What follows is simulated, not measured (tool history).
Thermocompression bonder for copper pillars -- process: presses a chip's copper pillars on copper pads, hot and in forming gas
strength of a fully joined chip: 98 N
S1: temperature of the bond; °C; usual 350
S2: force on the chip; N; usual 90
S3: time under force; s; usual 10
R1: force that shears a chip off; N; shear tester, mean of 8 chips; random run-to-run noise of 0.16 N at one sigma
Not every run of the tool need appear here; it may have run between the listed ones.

run    day   S1  S2  S3    R1
  1      0  350  90  10  34.8
  2  0.742  354  90  10  35.9
  3  1.271  350  71  10  26.4
  4  1.829  350  71  10  26.6
  5  2.388  350  90  10  34.4
  6  3.258  350  90  10  34.3
  7  4.067  350  90  10  34.1
  8    4.7  350  90  10  33.9
  9  5.421  350  90  10  34.1
 10  5.858  374  56  10  24.9
 11  6.592  327  56  10  16.3
 12  7.221  327  56  10  16.1
 13  8.108  327  56  10  15.8
 14  8.471  327  56  10  15.9
 15  9.329  327  56  10  16.1

The logged runs with the hidden state left out (each run's random variation unchanged):
Hidden state at play: true temperature of the bond over the reading, C; force that reaches the chip, % of what is set; oxide that the forming gas leaves, % of the face; drift of the gauge itself on shear_n, %.
run    R1
  1  36.7
  2    38
  3  28.1
  4  28.4
  5  36.7
  6  36.6
  7  36.6
  8  36.4
  9  36.8
 10  26.9
 11  17.8
 12  17.6
 13  17.4
 14  17.5
 15  17.7
